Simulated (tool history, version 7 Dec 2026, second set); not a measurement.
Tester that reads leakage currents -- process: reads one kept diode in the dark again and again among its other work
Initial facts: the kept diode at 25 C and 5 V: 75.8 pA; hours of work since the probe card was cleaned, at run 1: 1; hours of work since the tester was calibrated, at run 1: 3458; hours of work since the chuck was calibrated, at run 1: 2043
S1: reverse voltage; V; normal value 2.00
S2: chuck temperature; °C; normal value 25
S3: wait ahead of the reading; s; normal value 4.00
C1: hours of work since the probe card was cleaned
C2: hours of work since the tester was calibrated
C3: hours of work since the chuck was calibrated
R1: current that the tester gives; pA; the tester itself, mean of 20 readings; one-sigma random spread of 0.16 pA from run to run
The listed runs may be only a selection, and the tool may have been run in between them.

{"run": 1, "hour": 0.0, "S1": 2.0, "S2": 25, "S3": 4.0, "C1": 1, "C2": 3458, "C3": 2043, "R1": 50.61}
{"run": 2, "hour": 213.8, "S1": 2.0, "S2": 25, "S3": 4.0, "C1": 146, "C2": 3603, "C3": 2188, "R1": 50.62}
{"run": 3, "hour": 383.1, "S1": 2.0, "S2": 25, "S3": 4.0, "C1": 261, "C2": 3718, "C3": 2303, "R1": 50.34}
{"hour": 449.1, "done": "chuck's temperature calibrated"}
{"run": 4, "hour": 550.0, "S1": 2.0, "S2": 25, "S3": 4.0, "C1": 373, "C2": 3830, "C3": 68, "R1": 50.51}
{"run": 5, "hour": 711.8, "S1": 2.0, "S2": 25, "S3": 4.0, "C1": 483, "C2": 3940, "C3": 178, "R1": 50.67}
{"run": 6, "hour": 889.1, "S1": 2.0, "S2": 25, "S3": 4.0, "C1": 603, "C2": 4060, "C3": 299, "R1": 50.62}
{"run": 7, "hour": 1051.4, "S1": 2.0, "S2": 25, "S3": 4.0, "C1": 713, "C2": 4170, "C3": 409, "R1": 50.7}
{"run": 8, "hour": 1231.0, "S1": 2.0, "S2": 25, "S3": 4.0, "C1": 835, "C2": 4292, "C3": 531, "R1": 50.89}
{"run": 9, "hour": 1444.6, "S1": 2.0, "S2": 25, "S3": 4.0, "C1": 980, "C2": 4437, "C3": 676, "R1": 50.55}
{"run": 10, "hour": 1546.7, "S1": 2.0, "S2": 25, "S3": 4.0, "C1": 1049, "C2": 4507, "C3": 745, "R1": 50.35}
{"hour": 1679.3, "done": "probe card cleaned and baked"}
{"run": 11, "hour": 1735.9, "S1": 2.0, "S2": 25, "S3": 4.0, "C1": 38, "C2": 4633, "C3": 871, "R1": 50.39}
{"run": 12, "hour": 1904.1, "S1": 2.0, "S2": 25, "S3": 4.0, "C1": 153, "C2": 4747, "C3": 985, "R1": 50.49}
{"run": 13, "hour": 2081.0, "S1": 2.0, "S2": 25, "S3": 4.0, "C1": 273, "C2": 4867, "C3": 1105, "R1": 50.6}
{"run": 14, "hour": 2290.6, "S1": 3.2, "S2": 28, "S3": 4.0, "C1": 415, "C2": 5009, "C3": 1248, "R1": 81.98}
{"run": 15, "hour": 2503.4, "S1": 3.2, "S2": 28, "S3": 4.0, "C1": 559, "C2": 5154, "C3": 1392, "R1": 82.22}
{"run": 16, "hour": 2684.1, "S1": 14.64, "S2": 21, "S3": 4.0, "C1": 682, "C2": 5276, "C3": 1515, "R1": 83.99}
{"run": 17, "hour": 2864.0, "S1": 2.46, "S2": 30, "S3": 4.0, "C1": 804, "C2": 5398, "C3": 1637, "R1": 87.48}
{"run": 18, "hour": 2971.5, "S1": 2.0, "S2": 25, "S3": 0.98, "C1": 877, "C2": 5471, "C3": 1710, "R1": 50.8}
{"run": 19, "hour": 3147.6, "S1": 2.0, "S2": 25, "S3": 0.98, "C1": 996, "C2": 5591, "C3": 1829, "R1": 50.81}
{"run": 20, "hour": 3284.8, "S1": 2.0, "S2": 25, "S3": 0.98, "C1": 1090, "C2": 5684, "C3": 1922, "R1": 50.77}
{"hour": 3359.9, "done": "probe card cleaned and baked"}
{"run": 21, "hour": 3453.0, "S1": 6.39, "S2": 33, "S3": 4.0, "C1": 63, "C2": 5796, "C3": 2035, "R1": 174.71}
{"hour": 3574.6, "done": "tester calibrated"}
{"run": 22, "hour": 3658.3, "S1": 6.39, "S2": 28, "S3": 4.0, "C1": 201, "C2": 57, "C3": 2173, "R1": 111.73}
{"run": 23, "hour": 3844.3, "S1": 1.49, "S2": 25, "S3": 1.0, "C1": 327, "C2": 183, "C3": 2299, "R1": 44.43}
{"hour": 3908.7, "done": "chuck's temperature calibrated"}
{"run": 24, "hour": 4003.4, "S1": 5.05, "S2": 25, "S3": 9.75, "C1": 434, "C2": 290, "C3": 64, "R1": 76.57}
{"run": 25, "hour": 4174.7, "S1": 8.27, "S2": 26, "S3": 5.58, "C1": 550, "C2": 406, "C3": 181, "R1": 104.21}
{"run": 26, "hour": 4284.4, "S1": 11.01, "S2": 21, "S3": 1.05, "C1": 625, "C2": 480, "C3": 255, "R1": 74.99}

Below are 4 alternative next runs, each starting from the tool's condition after run 26. Predict each:
{"run": "A", "hour": 4428.2, "S1": 2.34, "S2": 20, "S3": 0.74, "C1": 722, "C2": 578, "C3": 353, "R1": "?"}
{"run": "B", "hour": 4428.2, "S1": 2.0, "S2": 25, "S3": 5.95, "C1": 722, "C2": 578, "C3": 353, "R1": "?"}
{"run": "C", "hour": 4428.2, "S1": 4.0, "S2": 21, "S3": 3.11, "C1": 722, "C2": 578, "C3": 353, "R1": "?"}
{"run": "D", "hour": 4428.2, "S1": 1.78, "S2": 23, "S3": 1.18, "C1": 722, "C2": 578, "C3": 353, "R1": "?"}

run=A R1=33.91
run=B R1=50.29
run=C R1=47.03
run=D R1=39.82
Take away the tool's hidden state, keep each run's random variation, and the runs would have read:
run=A R1=33.92
run=B R1=50.30
run=C R1=47.03
run=D R1=39.83
